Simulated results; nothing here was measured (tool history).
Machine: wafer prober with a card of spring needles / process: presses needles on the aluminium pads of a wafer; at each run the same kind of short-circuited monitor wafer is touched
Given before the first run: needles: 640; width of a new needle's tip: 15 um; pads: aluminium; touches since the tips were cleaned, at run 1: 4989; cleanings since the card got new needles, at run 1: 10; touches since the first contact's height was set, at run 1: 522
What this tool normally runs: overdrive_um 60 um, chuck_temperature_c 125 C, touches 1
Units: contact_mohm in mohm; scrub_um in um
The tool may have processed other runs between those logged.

| run | hour | overdrive_um | chuck_temperature_c | touches | touches since the tips were cleaned | cleanings since the card got new needles | touches since the first contact's height was set | contact_mohm | scrub_um |
|---|---|---|---|---|---|---|---|---|---|
| 1 | 0 | 60 | 125 | 1 | 4989 | 10 | 522 | 150 | 8.33 |
|  | 11.9 | tips cleaned on abrasive film |
| 2 | 16.9 | 60 | 125 | 1 | 1779 | 11 | 6434 | 172 | 8.33 |
| 3 | 34.5 | 60 | 125 | 1 | 7938 | 11 | 12593 | 168 | 8.32 |
|  | 37.7 | tips cleaned on abrasive film |
| 4 | 44.8 | 60 | 125 | 1 | 2496 | 12 | 16181 | 142 | 8.33 |
| 5 | 55.8 | 40 | 125 | 1 | 6349 | 12 | 20034 | 197 | 5.53 |
|  | 64.4 | tips cleaned on abrasive film |
| 6 | 68.6 | 40 | 125 | 1 | 1487 | 13 | 24508 | 156 | 5.54 |
| 7 | 84.8 | 60 | 96 | 1 | 7159 | 13 | 30180 | 152 | 8.31 |
|  | 90.7 | tips cleaned on abrasive film |
| 8 | 97.4 | 60 | 125 | 1 | 2363 | 14 | 34589 | 140 | 8.31 |
|  | 101.8 | tips cleaned on abrasive film, once more |
| 9 | 108.2 | 42 | 125 | 1 | 2238 | 15 | 38324 | 161 | 5.8 |
| 10 | 125.8 | 45 | 125 | 1 | 8447 | 15 | 44533 | 185 | 6.2 |
|  | 128.6 | tips cleaned on abrasive film |
| 11 | 135.7 | 45 | 125 | 1 | 2471 | 16 | 47946 | 158 | 6.2 |
| 12 | 147.7 | 45 | 125 | 1 | 6711 | 16 | 52186 | 181 | 6.2 |
|  | 154.3 | tips cleaned on abrasive film |
| 13 | 165.3 | 60 | 125 | 1 | 3860 | 17 | 58327 | 149 | 8.26 |
| 14 | 175.4 | 60 | 125 | 1 | 7385 | 17 | 61852 | 157 | 8.26 |
|  | 181.1 | tips cleaned on abrasive film |
| 15 | 183.8 | 60 | 125 | 1 | 944 | 18 | 64766 | 133 | 8.27 |
| 16 | 200.7 | 60 | 125 | 1 | 6886 | 18 | 70708 | 155 | 8.26 |
|  | 207.4 | tips cleaned on abrasive film |
| 17 | 215.3 | 60 | 125 | 1 | 2760 | 19 | 75798 | 141 | 8.26 |
| 18 | 227.9 | 54 | 50 | 2 | 7199 | 19 | 80237 | 140 | 7.44 |
|  | 233.3 | tips cleaned on abrasive film |
| 19 | 242.9 | 54 | 51 | 1 | 3376 | 20 | 85469 | 148 | 7.43 |
| 20 | 251.4 | 41 | 54 | 3 | 6360 | 20 | 88453 | 142 | 5.64 |
|  | 259.7 | tips cleaned on abrasive film |
| 21 | 261.4 | 41 | 54 | 3 | 620 | 21 | 91930 | 124 | 5.63 |
| 22 | 269.8 | 65 | 49 | 2 | 3553 | 21 | 94863 | 124 | 8.95 |
|  | 285.3 | tips cleaned on abrasive film |
|  | 285.6 | height of the first contact set anew |
| 23 | 285.6 | 65 | 53 | 3 | 0 | 22 | 0 | 114 | 9.03 |
| 24 | 293.9 | 73 | 122 | 1 | 2887 | 22 | 2887 | 137 | 10.13 |
| 25 | 309.3 | 51 | 122 | 1 | 8294 | 22 | 8294 | 172 | 7.08 |
|  | 311.6 | tips cleaned on abrasive film |
| 26 | 323.9 | 51 | 122 | 1 | 4321 | 23 | 13406 | 160 | 7.06 |
|  | 337.8 | tips cleaned on abrasive film |
| 27 | 340.9 | 45 | 31 | 3 | 1092 | 24 | 19334 | 121 | 6.23 |
| 28 | 354.7 | 51 | 125 | 3 | 5955 | 24 | 24197 | 139 | 7.09 |
|  | 364.2 | tips cleaned on abrasive film |
| 29 | 366.6 | 74 | 125 | 1 | 862 | 25 | 28342 | 127 | 10.23 |
| 30 | 383.1 | 59 | 36 | 1 | 6637 | 25 | 34117 | 150 | 8.18 |
|  | 390.3 | tips cleaned on abrasive film |
| 31 | 399 | 59 | 36 | 1 | 3074 | 26 | 39679 | 139 | 8.16 |
| 32 | 410.9 | 59 | 36 | 1 | 7242 | 26 | 43847 | 153 | 8.15 |
|  | 416.3 | tips cleaned on abrasive film |
| 33 | 426.7 | 50 | 125 | 1 | 3654 | 27 | 49346 | 161 | 6.92 |

4 ways to go on from here, each from the tool as it stands after run 33. What would each give?
| A | 437.8 | 42 | 125 | 1 | 7571 | 27 | 53263 | ? | ? |
| B | 437.8 | 46 | 60 | 2 | 7571 | 27 | 53263 | ? | ? |
| C | 437.8 | 69 | 125 | 1 | 7571 | 27 | 53263 | ? | ? |
| D | 437.8 | 46 | 125 | 1 | 7571 | 27 | 53263 | ? | ? |

| run | contact_mohm | scrub_um |
|---|---|---|
| A | 195 | 5.79 |
| B | 150 | 6.36 |
| C | 149 | 9.53 |
| D | 180 | 6.33 |
Stripped of hidden state, with their random variation kept, the same runs would have yielded:
| run | contact_mohm | scrub_um |
|---|---|---|
| A | 130 | 5.82 |
| B | 114 | 6.4 |
| C | 120 | 9.57 |
| D | 125 | 6.37 |
